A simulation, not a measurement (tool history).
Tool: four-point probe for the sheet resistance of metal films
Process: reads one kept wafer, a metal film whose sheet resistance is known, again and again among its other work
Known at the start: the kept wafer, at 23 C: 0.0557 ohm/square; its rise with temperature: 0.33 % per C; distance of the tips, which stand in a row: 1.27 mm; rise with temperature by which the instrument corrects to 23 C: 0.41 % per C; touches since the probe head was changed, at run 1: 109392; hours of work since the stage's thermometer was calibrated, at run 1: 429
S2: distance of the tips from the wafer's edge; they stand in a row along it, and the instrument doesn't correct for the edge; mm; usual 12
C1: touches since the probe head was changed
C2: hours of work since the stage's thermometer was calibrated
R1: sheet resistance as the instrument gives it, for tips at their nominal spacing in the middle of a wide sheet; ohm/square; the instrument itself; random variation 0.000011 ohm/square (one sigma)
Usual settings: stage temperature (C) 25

{"run": 1, "day": 0.0, "stage temperature (C)": 25, "S2": 12, "C1": 109392, "C2": 429, "R1": 0.056885}
{"run": 2, "day": 3.279, "stage temperature (C)": 25, "S2": 12, "C1": 112511, "C2": 469, "R1": 0.056932}
{"run": 3, "day": 6.033, "stage temperature (C)": 25, "S2": 12, "C1": 115132, "C2": 503, "R1": 0.056935}
{"run": 4, "day": 8.825, "stage temperature (C)": 25, "S2": 12, "C1": 117788, "C2": 538, "R1": 0.056944}
{"run": 5, "day": 11.908, "stage temperature (C)": 25, "S2": 12, "C1": 120718, "C2": 576, "R1": 0.05694}
{"run": 6, "day": 15.171, "stage temperature (C)": 25, "S2": 12, "C1": 123823, "C2": 616, "R1": 0.056963}
{"run": 7, "day": 17.521, "stage temperature (C)": 25, "S2": 12, "C1": 126058, "C2": 645, "R1": 0.056992}
{"run": 8, "day": 20.696, "stage temperature (C)": 32, "S2": 12, "C1": 129076, "C2": 684, "R1": 0.056707}
{"run": 9, "day": 25.792, "stage temperature (C)": 32, "S2": 12, "C1": 133923, "C2": 747, "R1": 0.056712}
{"run": 10, "day": 28.425, "stage temperature (C)": 35, "S2": 25, "C1": 136429, "C2": 780, "R1": 0.056376}
{"run": 11, "day": 30.683, "stage temperature (C)": 35, "S2": 25, "C1": 138577, "C2": 807, "R1": 0.056363}
{"run": 12, "day": 33.471, "stage temperature (C)": 34, "S2": 6, "C1": 141231, "C2": 842, "R1": 0.057669}
{"run": 13, "day": 36.058, "stage temperature (C)": 28, "S2": 7, "C1": 143691, "C2": 874, "R1": 0.057597}
{"run": 14, "day": 39.967, "stage temperature (C)": 28, "S2": 18, "C1": 147410, "C2": 922, "R1": 0.05681}
{"run": 15, "day": 42.367, "stage temperature (C)": 24, "S2": 38, "C1": 149693, "C2": 952, "R1": 0.056837}
{"run": 16, "day": 46.233, "stage temperature (C)": 24, "S2": 38, "C1": 153367, "C2": 999, "R1": 0.056879}

5 ways to go on from here, each from the tool as it stands after run 16. What would each give?
{"run": "A", "day": 48.829, "stage temperature (C)": 25, "S2": 35, "C1": 155838, "C2": 1032, "R1": "?"}
{"run": "B", "day": 48.829, "stage temperature (C)": 21, "S2": 6, "C1": 155838, "C2": 1032, "R1": "?"}
{"run": "C", "day": 48.829, "stage temperature (C)": 21, "S2": 8, "C1": 155838, "C2": 1032, "R1": "?"}
{"run": "D", "day": 48.829, "stage temperature (C)": 32, "S2": 36, "C1": 155838, "C2": 1032, "R1": "?"}
{"run": "E", "day": 48.829, "stage temperature (C)": 23, "S2": 38, "C1": 155838, "C2": 1032, "R1": "?"}

run=A R1=0.056823
run=B R1=0.058334
run=C R1=0.057736
run=D R1=0.056538
run=E R1=0.056917
Without the tool's hidden state the same runs would have given:
run=A R1=0.055636
run=B R1=0.057117
run=C R1=0.056531
run=D R1=0.055356
run=E R1=0.055728
